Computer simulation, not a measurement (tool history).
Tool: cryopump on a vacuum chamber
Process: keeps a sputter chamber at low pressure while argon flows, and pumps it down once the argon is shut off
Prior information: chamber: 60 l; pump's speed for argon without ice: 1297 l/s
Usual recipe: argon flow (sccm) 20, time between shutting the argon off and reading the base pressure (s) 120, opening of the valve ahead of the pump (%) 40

run   hour  argon flow (sccm)  time between shutting the argon off and reading the base pressure (s)  opening of the valve ahead of the pump (%)  pressure while argon flows (Pa)  pressure after the wait (uPa)
  1      0                 20                                                                    120                                          40                           0.0679                           0.69
  2   70.8                 20                                                                    120                                          40                           0.0678                           0.73
  3  136.2                 20                                                                    120                                          40                            0.068                           0.76
  4  190.4                 20                                                                    120                                          40                           0.0685                           0.73
  5  249.1                 20                                                                     46                                          40                           0.0682                           1.09
  6  292.3                 20                                                                     46                                          40                           0.0684                           1.14
  7  331.2                 20                                                                    157                                          40                           0.0699                           0.73
  8  381.4                 20                                                                    157                                          40                           0.0687                           0.73
  9  436.9                 20                                                                    157                                          40                           0.0686                           0.77
 10  471.5                 11                                                                     22                                          40                           0.0379                           1.88
 11  550.7                 11                                                                     22                                          40                           0.0381                              2
 12  626.5                 10                                                                     22                                          23                           0.0591                           1.91
 13  682.5                 37                                                                     33                                          42                           0.1236                           1.58
 14    733                 37                                                                     33                                          42                           0.1165                           1.48
 15  800.8                 37                                                                     33                                          42                           0.1166                           1.48
 16  840.2                 37                                                                     33                                          42                           0.1167                           1.53
 17  887.1                  9                                                                     36                                          42                           0.0281                           1.47

Missing from the log above: 1 entry noted between runs. For each, name the pair of listed runs it sits between and say how the tool's hidden condition differs from the listed run just before to the listed run just after:
Runs 13 to 14: pump warmed up, emptied and cooled again (hour 702.1)
  pump's speed, % of a pump's without ice: 87.4 -> 99.6; cold plate's temperature, K: 13.13 -> 13.14; leak into the chamber, uPa l/s: 786 -> 806
  difference, measured minus the result without the unlogged condition, pressure while argon flows (Pa): +0.0083 -> +0.0014; pressure after the wait (uPa): +0.48 -> +0.42
